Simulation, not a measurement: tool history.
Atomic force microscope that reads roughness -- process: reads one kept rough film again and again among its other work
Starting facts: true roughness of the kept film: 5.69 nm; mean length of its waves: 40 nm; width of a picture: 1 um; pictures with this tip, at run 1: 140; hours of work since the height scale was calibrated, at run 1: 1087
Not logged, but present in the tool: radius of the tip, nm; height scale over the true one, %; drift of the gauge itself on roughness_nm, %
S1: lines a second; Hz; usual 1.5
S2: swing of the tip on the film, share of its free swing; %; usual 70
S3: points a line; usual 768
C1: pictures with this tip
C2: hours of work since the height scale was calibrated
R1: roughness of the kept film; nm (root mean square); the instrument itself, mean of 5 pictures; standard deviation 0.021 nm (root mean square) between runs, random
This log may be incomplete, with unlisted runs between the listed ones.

{"run": 1, "hour": 0.0, "S1": 1.5, "S2": 70, "S3": 768, "C1": 140, "C2": 1087, "R1": 5.138}
{"hour": 8.1, "done": "new tip fitted"}
{"run": 2, "hour": 32.1, "S1": 1.5, "S2": 70, "S3": 768, "C1": 42, "C2": 1103, "R1": 5.162}
{"run": 3, "hour": 82.8, "S1": 1.5, "S2": 70, "S3": 768, "C1": 130, "C2": 1129, "R1": 5.161}
{"hour": 96.2, "done": "new tip fitted"}
{"run": 4, "hour": 144.5, "S1": 1.5, "S2": 70, "S3": 768, "C1": 84, "C2": 1161, "R1": 5.13}
{"run": 5, "hour": 180.6, "S1": 1.5, "S2": 70, "S3": 392, "C1": 147, "C2": 1179, "R1": 5.147}
{"hour": 185.5, "done": "new tip fitted"}
{"run": 6, "hour": 235.2, "S1": 1.5, "S2": 70, "S3": 392, "C1": 86, "C2": 1207, "R1": 5.12}
{"run": 7, "hour": 264.4, "S1": 1.5, "S2": 70, "S3": 392, "C1": 137, "C2": 1222, "R1": 5.133}
{"hour": 274.4, "done": "new tip fitted"}
{"run": 8, "hour": 326.5, "S1": 1.5, "S2": 70, "S3": 392, "C1": 91, "C2": 1253, "R1": 5.149}
{"hour": 362.9, "done": "new tip fitted"}
{"run": 9, "hour": 385.5, "S1": 1.5, "S2": 70, "S3": 284, "C1": 39, "C2": 1283, "R1": 5.13}
{"run": 10, "hour": 433.6, "S1": 1.5, "S2": 70, "S3": 333, "C1": 123, "C2": 1308, "R1": 5.152}
{"hour": 453.4, "done": "new tip fitted"}
{"run": 11, "hour": 476.8, "S1": 1.5, "S2": 70, "S3": 333, "C1": 41, "C2": 1330, "R1": 5.146}
{"run": 12, "hour": 521.1, "S1": 1.5, "S2": 70, "S3": 333, "C1": 118, "C2": 1353, "R1": 5.116}
{"hour": 541.7, "done": "new tip fitted"}
{"run": 13, "hour": 564.9, "S1": 1.5, "S2": 70, "S3": 333, "C1": 40, "C2": 1375, "R1": 5.174}
{"run": 14, "hour": 595.5, "S1": 1.5, "S2": 70, "S3": 333, "C1": 93, "C2": 1390, "R1": 5.134}
{"hour": 631.7, "done": "new tip fitted"}
{"run": 15, "hour": 653.4, "S1": 1.5, "S2": 70, "S3": 333, "C1": 38, "C2": 1420, "R1": 5.166}
{"run": 16, "hour": 704.2, "S1": 1.5, "S2": 66, "S3": 768, "C1": 126, "C2": 1446, "R1": 5.173}
{"hour": 719.2, "done": "new tip fitted"}
{"run": 17, "hour": 754.7, "S1": 1.5, "S2": 66, "S3": 768, "C1": 62, "C2": 1471, "R1": 5.175}
{"run": 18, "hour": 793.8, "S1": 1.5, "S2": 66, "S3": 768, "C1": 130, "C2": 1492, "R1": 5.181}
{"hour": 807.8, "done": "new tip fitted"}
{"run": 19, "hour": 829.4, "S1": 1.5, "S2": 66, "S3": 768, "C1": 37, "C2": 1510, "R1": 5.193}
{"run": 20, "hour": 881.3, "S1": 1.5, "S2": 66, "S3": 768, "C1": 127, "C2": 1536, "R1": 5.19}
{"hour": 896.9, "done": "new tip fitted"}
{"run": 21, "hour": 912.5, "S1": 1.5, "S2": 66, "S3": 768, "C1": 28, "C2": 1552, "R1": 5.189}
{"run": 22, "hour": 961.2, "S1": 1.5, "S2": 66, "S3": 768, "C1": 112, "C2": 1577, "R1": 5.209}
{"hour": 987.1, "done": "new tip fitted"}
{"run": 23, "hour": 998.3, "S1": 0.75, "S2": 83, "S3": 496, "C1": 20, "C2": 1595, "R1": 5.17}
{"run": 24, "hour": 1030.1, "S1": 2.47, "S2": 57, "S3": 768, "C1": 75, "C2": 1612, "R1": 5.187}
{"hour": 1077.4, "done": "new tip fitted"}
{"run": 25, "hour": 1080.6, "S1": 2.47, "S2": 57, "S3": 768, "C1": 6, "C2": 1637, "R1": 5.239}
{"run": 26, "hour": 1138.4, "S1": 1.84, "S2": 85, "S3": 768, "C1": 106, "C2": 1667, "R1": 4.963}
{"hour": 1165.0, "done": "new tip fitted"}
{"run": 27, "hour": 1199.5, "S1": 1.84, "S2": 85, "S3": 768, "C1": 60, "C2": 1698, "R1": 4.907}
{"hour": 1254.3, "done": "new tip fitted"}
{"run": 28, "hour": 1258.9, "S1": 1.84, "S2": 85, "S3": 768, "C1": 8, "C2": 1728, "R1": 4.96}
{"run": 29, "hour": 1295.3, "S1": 0.71, "S2": 70, "S3": 768, "C1": 71, "C2": 1747, "R1": 5.252}
{"hour": 1341.2, "done": "new tip fitted"}
{"run": 30, "hour": 1356.9, "S1": 2.08, "S2": 78, "S3": 311, "C1": 27, "C2": 1778, "R1": 5.007}
{"run": 31, "hour": 1412.0, "S1": 2.08, "S2": 77, "S3": 311, "C1": 123, "C2": 1806, "R1": 5.031}
{"hour": 1431.8, "done": "new tip fitted"}
{"run": 32, "hour": 1443.1, "S1": 2.08, "S2": 77, "S3": 311, "C1": 20, "C2": 1822, "R1": 5.003}
{"run": 33, "hour": 1484.5, "S1": 0.73, "S2": 77, "S3": 475, "C1": 92, "C2": 1843, "R1": 5.205}
{"run": 34, "hour": 1517.2, "S1": 0.53, "S2": 75, "S3": 904, "C1": 149, "C2": 1860, "R1": 5.217}
{"hour": 1520.6, "done": "new tip fitted"}
{"run": 35, "hour": 1555.4, "S1": 1.5, "S2": 61, "S3": 768, "C1": 60, "C2": 1879, "R1": 5.238}
{"hour": 1607.7, "done": "new tip fitted"}
{"run": 36, "hour": 1609.5, "S1": 2.23, "S2": 62, "S3": 768, "C1": 3, "C2": 1907, "R1": 5.198}
{"run": 37, "hour": 1662.7, "S1": 2.23, "S2": 73, "S3": 491, "C1": 96, "C2": 1934, "R1": 5.052}
{"run": 38, "hour": 1691.1, "S1": 2.7, "S2": 86, "S3": 586, "C1": 145, "C2": 1949, "R1": 4.784}
{"hour": 1696.2, "done": "new tip fitted"}
{"run": 39, "hour": 1745.8, "S1": 3.05, "S2": 66, "S3": 999, "C1": 86, "C2": 1976, "R1": 5.12}
{"hour": 1783.0, "done": "new tip fitted"}
{"run": 40, "hour": 1800.2, "S1": 1.5, "S2": 70, "S3": 722, "C1": 30, "C2": 2004, "R1": 5.134}
{"run": 41, "hour": 1836.6, "S1": 1.5, "S2": 70, "S3": 722, "C1": 93, "C2": 2023, "R1": 5.174}

Describe how what the log doesn't record of the tool's condition differs between the last listed run preceding each entry between runs and the first listed run following it.
Runs 1 to 2: new tip fitted (hour 8.1)
  radius of the tip, nm: 5.1 -> 5
Runs 3 to 4: new tip fitted (hour 96.2)
  no hidden state differs between the two runs
Runs 5 to 6: new tip fitted (hour 185.5)
  no hidden state differs between the two runs
Runs 7 to 8: new tip fitted (hour 274.4)
  no hidden state differs between the two runs
Runs 8 to 9: new tip fitted (hour 362.9)
  radius of the tip, nm: 5.1 -> 5
Runs 10 to 11: new tip fitted (hour 453.4)
  radius of the tip, nm: 5.1 -> 5
Runs 12 to 13: new tip fitted (hour 541.7)
  radius of the tip, nm: 5.1 -> 5
Runs 14 to 15: new tip fitted (hour 631.7)
  radius of the tip, nm: 5.1 -> 5
Runs 16 to 17: new tip fitted (hour 719.2)
  no hidden state differs between the two runs
Runs 18 to 19: new tip fitted (hour 807.8)
  radius of the tip, nm: 5.1 -> 5
Runs 20 to 21: new tip fitted (hour 896.9)
  radius of the tip, nm: 5.1 -> 5
Runs 22 to 23: new tip fitted (hour 987.1)
  radius of the tip, nm: 5.1 -> 5
Runs 24 to 25: new tip fitted (hour 1077.4)
  radius of the tip, nm: 5.1 -> 5
Runs 26 to 27: new tip fitted (hour 1165)
  radius of the tip, nm: 5.1 -> 5
Runs 27 to 28: new tip fitted (hour 1254.3)
  no hidden state differs between the two runs
Runs 29 to 30: new tip fitted (hour 1341.2)
  radius of the tip, nm: 5.1 -> 5
Runs 31 to 32: new tip fitted (hour 1431.8)
  radius of the tip, nm: 5.1 -> 5
Runs 34 to 35: new tip fitted (hour 1520.6)
  no hidden state differs between the two runs
Runs 35 to 36: new tip fitted (hour 1607.7)
  radius of the tip, nm: 5.1 -> 5
Runs 38 to 39: new tip fitted (hour 1696.2)
  no hidden state differs between the two runs
Runs 39 to 40: new tip fitted (hour 1783)
  radius of the tip, nm: 5.1 -> 5

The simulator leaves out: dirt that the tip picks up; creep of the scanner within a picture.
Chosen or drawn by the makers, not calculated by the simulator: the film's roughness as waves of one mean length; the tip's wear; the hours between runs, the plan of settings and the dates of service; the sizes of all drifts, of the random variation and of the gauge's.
